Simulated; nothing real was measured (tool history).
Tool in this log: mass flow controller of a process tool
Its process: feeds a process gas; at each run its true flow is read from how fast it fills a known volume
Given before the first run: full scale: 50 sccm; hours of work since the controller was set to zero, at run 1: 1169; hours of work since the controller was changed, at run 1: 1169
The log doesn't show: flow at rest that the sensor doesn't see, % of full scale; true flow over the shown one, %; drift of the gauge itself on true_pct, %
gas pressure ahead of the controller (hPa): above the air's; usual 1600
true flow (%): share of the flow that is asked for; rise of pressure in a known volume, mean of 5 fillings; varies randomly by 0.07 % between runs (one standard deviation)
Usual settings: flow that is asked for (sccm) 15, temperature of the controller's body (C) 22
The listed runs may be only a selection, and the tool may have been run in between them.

run    hour  flow that is asked for (sccm)  gas pressure ahead of the controller (hPa)  temperature of the controller's body (C)  hours of work since the controller was set to zero  hours of work since the controller was changed  true flow (%)
  1     0.0                             15                                        1600                                        22                                                1169                                            1169          98.06
  2   188.4                             15                                        1530                                        22                                                1231                                            1231          98.13
  3   398.3                             15                                        1600                                        22                                                1300                                            1300          98.25
  4   640.0                             15                                        1600                                        29                                                1379                                            1379          98.70
  5   889.2                             15                                        1600                                        22                                                1461                                            1461          98.40
  6  1024.8                             27                                        1600                                        22                                                1506                                            1506          98.99
  7  1195.8                             27                                        1600                                        26                                                1562                                            1562          99.28
  8  1328.1                             27                                        1600                                        26                                                1605                                            1605          99.25
  9  1460.6                             36                                        1600                                        22                                                1649                                            1649          99.61
 10  1675.7                             15                                        1600                                        22                                                1719                                            1719          98.46
 11  1885.7                             15                                        1600                                        22                                                1788                                            1788          98.44
 12  2035.6                             15                                        1600                                        31                                                1838                                            1838          99.11
 13  2171.1                             15                                        1660                                        31                                                1882                                            1882          99.07
 14  2358.0                             15                                        1660                                        31                                                1944                                            1944          99.24
 15  2499.0                             15                                        1660                                        31                                                1990                                            1990          98.96
 16  2677.1                             15                                        1660                                        31                                                2048                                            2048          99.10
 17  2917.6                             15                                        2240                                        22                                                2127                                            2127          98.24
 18  3143.8                             15                                        1600                                        22                                                2202                                            2202          98.86
 19  3391.2                             15                                        1600                                        22                                                2283                                            2283          98.85
 20  3535.1                             15                                        1600                                        22                                                2330                                            2330          98.87
 21  3706.4                             15                                        1700                                        22                                                2387                                            2387          98.78
 22  3954.5                             15                                        1600                                        23                                                2468                                            2468          99.06
 23  4172.2                             16                                        2390                                        26                                                2540                                            2540          98.77
 24  4388.3                              9                                        2170                                        22                                                2611                                            2611          98.31
 25  4648.0                              9                                        1780                                        22                                                2696                                            2696          98.54
 26  4799.8                             15                                        2170                                        29                                                2746                                            2746          99.12
 27  5087.4                             15                                        2170                                        29                                                2840                                            2840          99.14

For run 28, what comes out?
 28  5241.2                             19                                        1600                                        22                                                2891                                            2891              ?

Run 28 measured true flow (%) 99.43.
The same run, on a tool lacking any hidden state, would have yielded true flow (%) 98.31.

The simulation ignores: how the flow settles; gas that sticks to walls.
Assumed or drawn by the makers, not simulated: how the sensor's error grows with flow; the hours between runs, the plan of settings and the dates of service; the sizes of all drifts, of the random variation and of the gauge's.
